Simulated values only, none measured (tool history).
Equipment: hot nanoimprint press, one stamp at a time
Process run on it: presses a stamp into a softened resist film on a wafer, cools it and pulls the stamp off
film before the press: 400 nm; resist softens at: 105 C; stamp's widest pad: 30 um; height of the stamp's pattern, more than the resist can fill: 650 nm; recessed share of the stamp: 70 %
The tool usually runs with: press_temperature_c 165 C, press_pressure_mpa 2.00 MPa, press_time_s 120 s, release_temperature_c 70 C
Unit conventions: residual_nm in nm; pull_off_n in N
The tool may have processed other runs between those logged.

run	day	press_temperature_c	press_pressure_mpa	press_time_s	release_temperature_c	residual_nm	pull_off_n
1	0.000	165	2.00	120	70	222.6	176
2	0.783	165	2.00	120	70	223.3	176
3	1.354	165	2.00	120	70	222.4	178
4	2.121	165	2.00	72	70	255.6	173
5	2.742	165	2.00	120	70	223.0	174
6	3.192	165	2.00	73	70	252.7	172
7	4.021	165	2.00	73	70	255.0	174
8	4.392	154	2.00	120	70	316.6	185
9	5.296	165	2.00	76	70	249.9	177
10	6.242	165	2.00	73	70	251.3	177
11	6.925	165	2.00	73	70	252.1	183
12	7.758	165	2.00	120	70	221.1	182
13	8.554	165	2.00	120	70	218.7	174
14	9.017	165	2.00	120	70	220.6	173
15	9.404	173	2.58	82	62	156.0	226
16	9.775	173	1.26	82	68	234.2	189
17	10.233	158	2.82	82	67	266.5	192
18	10.821	165	1.67	91	65	256.8	201
19	11.533	165	1.88	91	65	243.4	199
20	12.125	165	1.88	91	65	241.6	204
21	12.567	165	1.88	91	65	244.5	199
22	13.233	165	1.88	91	65	241.0	203
23	14.012	157	2.41	126	73	272.4	158
24	14.879	157	2.41	126	73	273.3	165
25	15.529	176	2.41	194	68	110.5	187
26	16.312	176	1.55	194	62	145.0	216
27	17.158	165	1.64	141	63	232.8	217

Not shown: 3 entries that the log had between the listed runs. Between which runs, and how does the tool's hidden state differ before and after?
Between runs 1 and 2: plate thermocouple calibrated (day 0.633)
  true temperature over the reading, C: -0.03 -> 0; drift of the gauge itself on residual_nm, %: 0 -> -0.13
  measured result minus the result with no hidden state, residual_nm: +0.3 -> -0.3 nm
Between runs 9 and 10: stamp cleaned and given a new release coat (day 5.929)
  grip of the stamp's worn release coat, % over a new coat's: 0.5 -> 0; drift of the gauge itself on residual_nm, %: -1.05 -> -1.19
  measured result minus the result with no hidden state, residual_nm: -2.6 -> -3.0 nm
Between runs 22 and 23: gauge calibrated (day 13.308)
  drift of the gauge itself on residual_nm, %: -2.61 -> -0.14
  measured result minus the result with no hidden state, residual_nm: -6.3 -> -0.2 nm
